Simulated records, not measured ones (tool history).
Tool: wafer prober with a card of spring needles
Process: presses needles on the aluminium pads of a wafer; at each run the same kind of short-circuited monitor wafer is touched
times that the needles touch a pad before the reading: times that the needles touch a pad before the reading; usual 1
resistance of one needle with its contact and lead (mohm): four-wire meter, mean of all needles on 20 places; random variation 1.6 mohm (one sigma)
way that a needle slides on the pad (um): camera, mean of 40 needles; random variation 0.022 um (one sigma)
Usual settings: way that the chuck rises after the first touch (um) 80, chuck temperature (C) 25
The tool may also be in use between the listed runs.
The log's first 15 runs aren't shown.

| run | hour | way that the chuck rises after the first touch (um) | chuck temperature (C) | times that the needles touch a pad before the reading | resistance of one needle with its contact and lead (mohm) | way that a needle slides on the pad (um) |
|---|---|---|---|---|---|---|
|  | 196.4 | tips cleaned on abrasive film |
| 16 | 208 | 80 | 25 | 1 | 156 | 10.61 |
|  | 210.5 | tips cleaned on abrasive film |
|  | 219.1 | gauge calibrated |
|  | 224.2 | tips cleaned on abrasive film |
| 17 | 228 | 94 | 25 | 1 | 153 | 12.18 |
|  | 238.4 | tips cleaned on abrasive film |
| 18 | 246.4 | 83 | 25 | 1 | 157 | 10.77 |
|  | 252.4 | tips cleaned on abrasive film |
| 19 | 260.3 | 96 | 99 | 1 | 166 | 12.49 |
|  | 265.7 | tips cleaned on abrasive film |
|  | 278.5 | tips cleaned on abrasive film |
| 20 | 278.5 | 87 | 99 | 2 | 170 | 11.35 |
|  | 291.8 | tips cleaned on abrasive film |
| 21 | 298.7 | 90 | 27 | 2 | 153 | 11.77 |
|  | 304.6 | tips cleaned on abrasive film |
| 22 | 315.7 | 80 | 45 | 1 | 162 | 10.52 |
|  | 317.7 | tips cleaned on abrasive film |
| 23 | 324.6 | 92 | 44 | 2 | 158 | 12.07 |
|  | 331.6 | tips cleaned on abrasive film |
| 24 | 334.1 | 92 | 44 | 2 | 156 | 12.1 |
|  | 345.1 | tips cleaned on abrasive film |
| 25 | 349.4 | 92 | 44 | 2 | 160 | 12.07 |
|  | 359.1 | tips cleaned on abrasive film |
| 26 | 365.4 | 85 | 61 | 2 | 161 | 11.23 |
|  | 372.8 | tips cleaned on abrasive film |
| 27 | 380.9 | 64 | 70 | 1 | 169 | 8.46 |
|  | 386.1 | tips cleaned on abrasive film |
|  | 387.3 | height of the first contact set anew |
|  | 400 | tips cleaned on abrasive film |
| 28 | 400 | 64 | 70 | 1 | 169 | 8.49 |
|  | 413.5 | tips cleaned on abrasive film |
| 29 | 415.9 | 74 | 31 | 1 | 156 | 9.82 |
|  | 426.3 | tips cleaned on abrasive film |
| 30 | 427.9 | 97 | 27 | 1 | 153 | 12.9 |
| 31 | 437.7 | 97 | 27 | 1 | 153 | 12.9 |

3 ways to go on from here, each from the tool as it stands after run 31. What would each give?
|  | 439 | tips cleaned on abrasive film |
|  | 452.2 | tips cleaned on abrasive film |
| A | 452.2 | 66 | 25 | 2 | ? | ? |
|  | 439 | tips cleaned on abrasive film |
|  | 452.2 | tips cleaned on abrasive film |
| B | 452.2 | 90 | 27 | 1 | ? | ? |
|  | 439 | tips cleaned on abrasive film |
|  | 452.2 | tips cleaned on abrasive film |
| C | 452.2 | 97 | 27 | 1 | ? | ? |

| run | resistance of one needle with its contact and lead (mohm) | way that a needle slides on the pad (um) |
|---|---|---|
| A | 160 | 8.8 |
| B | 154 | 11.99 |
| C | 154 | 12.92 |
Without the tool's hidden state the same runs would have given:
| run | resistance of one needle with its contact and lead (mohm) | way that a needle slides on the pad (um) |
|---|---|---|
| A | 160 | 8.57 |
| B | 154 | 11.67 |
| C | 154 | 12.58 |

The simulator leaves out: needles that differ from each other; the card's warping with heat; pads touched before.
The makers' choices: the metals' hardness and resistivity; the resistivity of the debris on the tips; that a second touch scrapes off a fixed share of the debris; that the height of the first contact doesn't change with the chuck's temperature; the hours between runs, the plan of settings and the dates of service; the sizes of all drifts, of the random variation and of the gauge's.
